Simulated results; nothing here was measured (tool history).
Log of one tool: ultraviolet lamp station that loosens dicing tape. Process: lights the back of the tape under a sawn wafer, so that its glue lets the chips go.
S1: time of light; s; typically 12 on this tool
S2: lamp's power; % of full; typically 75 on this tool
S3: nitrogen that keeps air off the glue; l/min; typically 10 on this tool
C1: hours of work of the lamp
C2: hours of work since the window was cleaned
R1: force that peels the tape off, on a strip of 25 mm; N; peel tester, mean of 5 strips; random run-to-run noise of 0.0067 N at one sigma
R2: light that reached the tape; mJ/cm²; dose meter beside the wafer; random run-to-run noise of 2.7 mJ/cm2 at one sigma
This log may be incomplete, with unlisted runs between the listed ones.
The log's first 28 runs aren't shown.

At hour 215.8: window cleaned of glue's vapour, once more.
Run 29, hour 219.0: usual settings but S1 9 s, S2 79 % of full, S3 4 l/min; C1 195; C2 2. Result: R1 0.734 N, R2 253 mJ/cm².
Run 30, hour 229.9: usual settings but S1 9 s, S2 88 % of full, S3 4 l/min; C1 204; C2 11. Result: R1 0.618 N, R2 275 mJ/cm².
Run 31, hour 235.2: usual settings but S3 13 l/min; C1 208; C2 15. Result: R1 0.265 N, R2 313 mJ/cm².
Run 32, hour 245.9: usual settings but S3 13 l/min; C1 216; C2 23. Result: R1 0.256 N, R2 313 mJ/cm².
Run 33, hour 250.8: usual settings but S3 13 l/min; C1 220; C2 27. Result: R1 0.265 N, R2 314 mJ/cm².
Run 34, hour 261.7: usual settings; C1 228; C2 36. Result: R1 0.301 N, R2 309 mJ/cm².
Run 35, hour 268.4: usual settings but S1 16 s, S2 67 % of full, S3 6 l/min; C1 233; C2 41. Result: R1 0.304 N, R2 368 mJ/cm².
Run 36, hour 275.1: usual settings but S1 16 s, S2 67 % of full, S3 6 l/min; C1 239; C2 46. Result: R1 0.290 N, R2 367 mJ/cm².
Run 37, hour 284.2: usual settings but S1 8 s, S2 77 % of full, S3 7 l/min; C1 246; C2 53. Result: R1 0.751 N, R2 208 mJ/cm².
Run 38, hour 295.5: usual settings but S1 9 s, S2 82 % of full, S3 4 l/min; C1 254; C2 62. Result: R1 0.721 N, R2 252 mJ/cm².
Run 39, hour 305.6: usual settings but S1 9 s, S2 77 % of full; C1 262; C2 70. Result: R1 0.552 N, R2 228 mJ/cm².
Run 40, hour 314.1: usual settings but S1 7 s, S2 99 % of full, S3 5 l/min; C1 269; C2 76. Result: R1 0.773 N, R2 227 mJ/cm².
Run 41, hour 324.2: usual settings but S1 16 s, S2 68 % of full, S3 15 l/min; C1 277; C2 84. Result: R1 0.185 N, R2 356 mJ/cm².
Run 42, hour 333.3: usual settings but S1 8 s, S2 87 % of full, S3 6 l/min; C1 284; C2 91. Result: R1 0.715 N, R2 225 mJ/cm².
Run 43, hour 338.2: usual settings but S1 8 s, S2 87 % of full, S3 6 l/min; C1 288; C2 95. Result: R1 0.694 N, R2 227 mJ/cm².

What if the next run were any one of these 4? Each begins from the tool's condition after run 43:
Run A, hour 347.6: usual settings but S1 8 s, S2 85 % of full, S3 6 l/min; C1 295; C2 102. Result: R1 ?, R2 ?.
Run B, hour 347.6: usual settings but S1 18 s, S2 95 % of full, S3 5 l/min; C1 295; C2 102. Result: R1 ?, R2 ?.
Run C, hour 347.6: usual settings but S1 7 s, S2 87 % of full, S3 4 l/min; C1 295; C2 102. Result: R1 ?, R2 ?.
Run D, hour 347.6: usual settings but S2 61 % of full, S3 4 l/min; C1 295; C2 102. Result: R1 ?, R2 ?.

run     R1   R2
  A  0.730  219
  B  0.135  550
  C  1.052  196
  D  0.804  235
Without the tool's unlogged condition, the same runs would have read:
run     R1   R2
  A  0.518  270
  B  0.094  678
  C  0.796  241
  D  0.578  290
